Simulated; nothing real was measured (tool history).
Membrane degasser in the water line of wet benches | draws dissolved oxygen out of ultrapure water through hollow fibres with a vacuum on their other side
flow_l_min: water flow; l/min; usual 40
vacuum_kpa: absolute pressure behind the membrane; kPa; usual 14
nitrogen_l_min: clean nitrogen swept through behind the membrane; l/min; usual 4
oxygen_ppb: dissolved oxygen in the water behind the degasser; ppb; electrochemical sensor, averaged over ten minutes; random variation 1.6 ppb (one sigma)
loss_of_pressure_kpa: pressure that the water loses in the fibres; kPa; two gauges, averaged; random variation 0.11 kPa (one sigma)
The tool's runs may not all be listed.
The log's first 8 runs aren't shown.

| run | hour | flow_l_min | vacuum_kpa | nitrogen_l_min | oxygen_ppb | loss_of_pressure_kpa |
|---|---|---|---|---|---|---|
| 9 | 345.2 | 25 | 14 | 4 | 175 | 17.45 |
| 10 | 384.6 | 25 | 14 | 4 | 177.3 | 17.38 |
| 11 | 437.1 | 25 | 14 | 4 | 176.9 | 17.61 |
|  | 443.1 | vacuum gauge calibrated |
| 12 | 474.5 | 40 | 14 | 4 | 316.7 | 27.9 |
| 13 | 513.7 | 40 | 14 | 4 | 320.2 | 27.83 |
| 14 | 559.5 | 40 | 14 | 4 | 317.9 | 27.92 |
|  | 578.3 | vacuum gauge calibrated, once more |
| 15 | 583.6 | 40 | 14 | 10.6 | 167.6 | 27.98 |
| 16 | 628.1 | 40 | 14 | 10.6 | 169 | 27.94 |
| 17 | 659 | 26 | 14 | 9.2 | 90.6 | 18.17 |
| 18 | 696.6 | 62 | 31.3 | 9.2 | 651.4 | 43.15 |
| 19 | 725.1 | 41 | 15.3 | 2.38 | 524.9 | 28.42 |
| 20 | 763.6 | 49 | 15.7 | 2.82 | 589.6 | 34.24 |
| 21 | 807.3 | 40 | 14 | 7.91 | 202.2 | 27.99 |
| 22 | 848.1 | 40 | 14 | 10.07 | 176.4 | 27.94 |

Run 23 comes next. What will it give?
| 23 | 905.9 | 40 | 22.5 | 1.9 | ? | ? |

{"run 23": {"oxygen_ppb": 890.8, "loss_of_pressure_kpa": 27.98}}
Without the tool's hidden state the same run would have given oxygen_ppb 876 ppb, loss_of_pressure_kpa 27.53 kPa.
